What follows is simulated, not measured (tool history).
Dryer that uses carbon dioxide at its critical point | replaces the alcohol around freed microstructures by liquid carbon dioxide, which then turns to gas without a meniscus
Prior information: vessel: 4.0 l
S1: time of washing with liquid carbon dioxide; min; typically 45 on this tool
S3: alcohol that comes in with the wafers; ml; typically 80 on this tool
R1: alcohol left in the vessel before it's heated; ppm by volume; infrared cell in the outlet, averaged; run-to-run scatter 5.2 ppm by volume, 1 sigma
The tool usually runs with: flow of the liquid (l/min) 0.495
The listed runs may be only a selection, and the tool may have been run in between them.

{"run": 1, "day": 0.0, "S1": 45, "flow of the liquid (l/min)": 0.495, "S3": 80, "R1": 254}
{"run": 2, "day": 1.304, "S1": 45, "flow of the liquid (l/min)": 0.495, "S3": 80, "R1": 271}
{"run": 3, "day": 2.838, "S1": 45, "flow of the liquid (l/min)": 0.574, "S3": 80, "R1": 166}
{"day": 3.012, "done": "inlet filter changed"}
{"run": 4, "day": 4.125, "S1": 45, "flow of the liquid (l/min)": 0.495, "S3": 27, "R1": 115}
{"run": 5, "day": 5.117, "S1": 45, "flow of the liquid (l/min)": 0.495, "S3": 27, "R1": 103}
{"run": 6, "day": 7.204, "S1": 45, "flow of the liquid (l/min)": 0.806, "S3": 80, "R1": 86}
{"run": 7, "day": 9.212, "S1": 45, "flow of the liquid (l/min)": 0.495, "S3": 71, "R1": 185}
{"run": 8, "day": 10.838, "S1": 35, "flow of the liquid (l/min)": 0.495, "S3": 71, "R1": 406}
{"run": 9, "day": 11.888, "S1": 45, "flow of the liquid (l/min)": 0.495, "S3": 80, "R1": 215}
{"run": 10, "day": 13.0, "S1": 45, "flow of the liquid (l/min)": 0.495, "S3": 80, "R1": 221}
{"run": 11, "day": 14.308, "S1": 45, "flow of the liquid (l/min)": 0.495, "S3": 80, "R1": 223}
{"run": 12, "day": 16.046, "S1": 45, "flow of the liquid (l/min)": 0.63, "S3": 80, "R1": 131}
{"run": 13, "day": 17.533, "S1": 28, "flow of the liquid (l/min)": 0.495, "S3": 80, "R1": 1015}
{"run": 14, "day": 18.767, "S1": 28, "flow of the liquid (l/min)": 0.495, "S3": 80, "R1": 1049}
{"run": 15, "day": 20.446, "S1": 45, "flow of the liquid (l/min)": 0.495, "S3": 24, "R1": 162}
{"run": 16, "day": 21.288, "S1": 45, "flow of the liquid (l/min)": 0.495, "S3": 27, "R1": 160}
{"run": 17, "day": 22.212, "S1": 45, "flow of the liquid (l/min)": 0.371, "S3": 80, "R1": 668}
{"run": 18, "day": 23.508, "S1": 45, "flow of the liquid (l/min)": 0.405, "S3": 80, "R1": 532}
{"run": 19, "day": 24.508, "S1": 45, "flow of the liquid (l/min)": 0.405, "S3": 80, "R1": 533}
{"day": 24.862, "done": "purifier's bed changed"}
{"run": 20, "day": 26.654, "S1": 45, "flow of the liquid (l/min)": 0.405, "S3": 80, "R1": 454}
{"run": 21, "day": 27.742, "S1": 45, "flow of the liquid (l/min)": 0.405, "S3": 80, "R1": 437}
{"run": 22, "day": 29.796, "S1": 56, "flow of the liquid (l/min)": 0.724, "S3": 50, "R1": 13}
{"run": 23, "day": 31.133, "S1": 32, "flow of the liquid (l/min)": 0.331, "S3": 79, "R1": 2334}
{"day": 32.296, "done": "inlet filter changed"}
{"run": 24, "day": 33.079, "S1": 32, "flow of the liquid (l/min)": 0.331, "S3": 79, "R1": 1611}
{"run": 25, "day": 35.046, "S1": 53, "flow of the liquid (l/min)": 0.495, "S3": 28, "R1": 38}
{"run": 26, "day": 36.771, "S1": 53, "flow of the liquid (l/min)": 0.495, "S3": 28, "R1": 48}
{"run": 27, "day": 37.729, "S1": 38, "flow of the liquid (l/min)": 0.495, "S3": 28, "R1": 116}
{"run": 28, "day": 38.796, "S1": 27, "flow of the liquid (l/min)": 0.546, "S3": 28, "R1": 259}
{"run": 29, "day": 39.712, "S1": 46, "flow of the liquid (l/min)": 0.326, "S3": 80, "R1": 666}
{"run": 30, "day": 40.967, "S1": 28, "flow of the liquid (l/min)": 0.329, "S3": 80, "R1": 2394}
{"run": 31, "day": 43.046, "S1": 68, "flow of the liquid (l/min)": 0.658, "S3": 35, "R1": 37}
{"run": 32, "day": 44.771, "S1": 68, "flow of the liquid (l/min)": 0.658, "S3": 35, "R1": 57}
{"run": 33, "day": 45.954, "S1": 68, "flow of the liquid (l/min)": 0.658, "S3": 35, "R1": 50}
{"run": 34, "day": 47.188, "S1": 71, "flow of the liquid (l/min)": 0.74, "S3": 105, "R1": 47}
{"run": 35, "day": 48.833, "S1": 71, "flow of the liquid (l/min)": 0.74, "S3": 105, "R1": 49}
{"run": 36, "day": 49.838, "S1": 35, "flow of the liquid (l/min)": 0.372, "S3": 105, "R1": 1583}
{"run": 37, "day": 50.746, "S1": 38, "flow of the liquid (l/min)": 0.372, "S3": 105, "R1": 1272}
{"run": 38, "day": 52.733, "S1": 38, "flow of the liquid (l/min)": 0.372, "S3": 105, "R1": 1383}
{"run": 39, "day": 54.329, "S1": 38, "flow of the liquid (l/min)": 0.372, "S3": 105, "R1": 1362}
{"run": 40, "day": 55.762, "S1": 28, "flow of the liquid (l/min)": 0.489, "S3": 96, "R1": 1398}
{"run": 41, "day": 57.817, "S1": 45, "flow of the liquid (l/min)": 0.599, "S3": 20, "R1": 85}

Forecast each of these 5 alternatives for the next run:
{"run": "A", "day": 59.662, "S1": 31, "flow of the liquid (l/min)": 0.716, "S3": 80, "R1": "?"}
{"run": "B", "day": 59.662, "S1": 45, "flow of the liquid (l/min)": 0.367, "S3": 100, "R1": "?"}
{"run": "C", "day": 59.662, "S1": 30, "flow of the liquid (l/min)": 0.44, "S3": 107, "R1": "?"}
{"run": "D", "day": 59.662, "S1": 59, "flow of the liquid (l/min)": 0.305, "S3": 29, "R1": "?"}
{"run": "E", "day": 59.662, "S1": 69, "flow of the liquid (l/min)": 0.758, "S3": 80, "R1": "?"}

run=A R1=288
run=B R1=929
run=C R1=1843
run=D R1=259
run=E R1=79
Without the tool's unlogged condition, the same runs would have read:
run=A R1=102
run=B R1=472
run=C R1=1088
run=D R1=101
run=E R1=9

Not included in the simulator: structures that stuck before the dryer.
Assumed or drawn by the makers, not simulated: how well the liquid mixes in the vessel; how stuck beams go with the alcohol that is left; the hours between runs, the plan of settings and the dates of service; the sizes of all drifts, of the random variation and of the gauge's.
